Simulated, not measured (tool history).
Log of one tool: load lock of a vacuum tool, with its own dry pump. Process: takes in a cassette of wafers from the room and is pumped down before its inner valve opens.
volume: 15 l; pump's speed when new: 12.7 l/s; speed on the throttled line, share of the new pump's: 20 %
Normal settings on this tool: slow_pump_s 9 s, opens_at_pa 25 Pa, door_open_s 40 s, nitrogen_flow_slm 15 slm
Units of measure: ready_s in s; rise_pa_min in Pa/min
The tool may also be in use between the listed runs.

run	day	slow_pump_s	opens_at_pa	door_open_s	nitrogen_flow_slm	incoming humidity of the room's air, %	ready_s	rise_pa_min
1	0.000	9	25	40	15	46.7	17.86	0.232
2	12.629	9	25	40	15	45.4	17.70	0.240
3	23.567	9	25	40	15	45.3	17.84	0.251
4	36.762	9	25	40	6	45.8	17.85	0.269
5	44.233	17	25	40	6	44.7	24.18	0.283
6	53.412	4	25	40	6	44.5	14.00	0.284
7	66.325	4	25	40	6	43.9	13.95	0.290
8	76.642	4	21	40	38	43.8	14.20	0.271
9	84.042	9	25	40	6	45.5	17.98	0.307
10	91.917	9	42	58	15	43.3	17.28	0.308
11	99.917	9	42	58	15	44.6	17.24	0.317
# day 109.275: dry pump taken out, an overhauled one fitted
12	109.579	9	42	58	15	41.9	16.42	0.326
13	120.658	8	30	58	17	45.4	16.01	0.334
14	129.996	8	20	199	12	46.0	16.52	0.411

Predict each of these 3 candidate next runs independently; none follows another, all start after run 14:
A	136.688	8	20	237	11	48.5	?	?
B	136.688	14	45	40	34	46.8	?	?
C	136.688	9	25	53	34	45.5	?	?

run	ready_s	rise_pa_min
A	16.55	0.461
B	20.32	0.320
C	17.13	0.326
Without the tool's hidden state the same runs would have given:
run	ready_s	rise_pa_min
A	16.56	0.166
B	20.33	0.029
C	17.14	0.031
